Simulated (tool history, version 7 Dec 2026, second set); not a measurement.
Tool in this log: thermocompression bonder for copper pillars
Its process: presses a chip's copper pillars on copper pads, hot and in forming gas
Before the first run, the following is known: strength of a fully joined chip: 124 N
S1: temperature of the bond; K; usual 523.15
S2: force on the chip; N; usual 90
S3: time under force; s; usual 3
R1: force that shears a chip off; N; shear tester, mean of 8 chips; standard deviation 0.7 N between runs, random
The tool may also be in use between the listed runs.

Run 1, hour 0.0: usual settings. Result: R1 57.7 N.
Run 2, hour 9.8: usual settings. Result: R1 59.5 N.
Run 3, hour 27.7: usual settings. Result: R1 60.1 N.
Run 4, hour 47.3: usual settings but S2 92 N. Result: R1 61.2 N.
Run 5, hour 68.3: usual settings but S2 92 N. Result: R1 60.6 N.
Run 6, hour 84.3: usual settings but S2 92 N. Result: R1 60.2 N.
At hour 96.8: forming gas filter changed.
Run 7, hour 96.8: usual settings. Result: R1 59.1 N.
Run 8, hour 110.0: usual settings. Result: R1 59.0 N.
Run 9, hour 129.6: usual settings. Result: R1 57.6 N.
Run 10, hour 139.6: usual settings. Result: R1 59.6 N.
Run 11, hour 156.0: usual settings. Result: R1 59.1 N.
Run 12, hour 166.9: usual settings but S1 527.15 K. Result: R1 61.9 N.
Run 13, hour 180.5: usual settings. Result: R1 59.0 N.
Run 14, hour 201.7: usual settings. Result: R1 59.0 N.
Run 15, hour 210.8: usual settings but S1 528.15 K, S2 109 N, S3 8 s. Result: R1 97.3 N.
Run 16, hour 223.6: usual settings but S1 515.15 K, S2 89 N, S3 8 s. Result: R1 72.7 N.
Run 17, hour 239.5: usual settings but S3 4 s. Result: R1 64.7 N.
Run 18, hour 258.3: usual settings but S1 545.15 K, S2 67 N. Result: R1 57.6 N.
Run 19, hour 273.5: usual settings but S1 545.15 K, S2 67 N. Result: R1 55.7 N.
Run 20, hour 293.8: usual settings but S1 545.15 K, S2 67 N. Result: R1 54.3 N.
Run 21, hour 303.5: usual settings but S1 545.15 K, S2 67 N. Result: R1 54.2 N.
Run 22, hour 313.3: usual settings but S1 502.15 K, S2 102 N. Result: R1 52.7 N.
Run 23, hour 333.1: usual settings but S1 502.15 K, S2 102 N. Result: R1 51.8 N.
Run 24, hour 347.0: usual settings but S1 522.15 K, S2 67 N, S3 2 s. Result: R1 35.1 N.
Run 25, hour 368.7: usual settings but S1 528.15 K, S2 60 N. Result: R1 40.3 N.
Run 26, hour 384.9: usual settings but S1 528.15 K, S2 60 N. Result: R1 39.8 N.
Run 27, hour 399.2: usual settings but S1 501.15 K. Result: R1 43.5 N.

Expected results for the next run?
Run 28, hour 418.8: usual settings but S1 527.15 K, S3 4 s. Result: R1 ?.

{"run 28": {"R1": 69.7}}
Minus the tool's unlogged condition, the same run would have read R1 69.9 N.
